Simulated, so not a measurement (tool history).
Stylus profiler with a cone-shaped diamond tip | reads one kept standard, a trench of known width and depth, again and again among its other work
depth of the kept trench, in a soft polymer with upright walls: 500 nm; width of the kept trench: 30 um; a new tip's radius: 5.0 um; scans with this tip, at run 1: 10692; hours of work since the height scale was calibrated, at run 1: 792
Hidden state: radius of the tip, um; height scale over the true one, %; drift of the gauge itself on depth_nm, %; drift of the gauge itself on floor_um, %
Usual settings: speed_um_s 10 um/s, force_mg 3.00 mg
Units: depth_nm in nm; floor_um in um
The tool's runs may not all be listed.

run   hour  speed_um_s  force_mg  scans with this tip  hours of work since the height scale was calibrated  depth_nm  floor_um
  1    0.0          10      3.00                10692                                                  792    502.74     24.21
  2   20.1          10      3.00                10855                                                  804    502.80     24.26
  3   47.8          10      3.00                11082                                                  821    502.87     24.14
  4   84.0          10      3.00                11377                                                  843    502.71     24.11
  5  108.8          10      2.56                11579                                                  858    502.17     24.12
  6  143.5          16      2.56                11862                                                  878    501.99     24.02
     156.1  -- new tip fitted, height scale calibrated
  7  174.7          16      2.56                  152                                                   11    504.35     25.50
  8  205.5          10      3.00                  403                                                   30    504.72     25.52
  9  232.7          10      1.41                  625                                                   46    502.88     25.47
 10  257.1          24      3.00                  824                                                   61    504.74     25.45
 11  287.3          13      3.00                 1070                                                   79    504.77     25.34
 12  315.8          13      3.00                 1302                                                   96    504.62     25.36
 13  338.2          13      3.06                 1485                                                  110    504.62     25.42
 14  366.5          13      3.06                 1716                                                  127    504.68     25.31
 15  383.4          13      3.06                 1854                                                  137    504.51     25.31
 16  399.0          13      3.06                 1981                                                  147    504.56     25.21
 17  417.8          10      4.45                 2134                                                  158    505.84     25.22

The next listed run, before its measurement:
 18  445.8           4      2.62                 2363                                                  175         ?         ?

Run 18 gave depth_nm 504.14 nm, floor_um 25.24 um.
Without the tool's hidden state the same run would have given depth_nm 504.31 nm, floor_um 25.62 um.
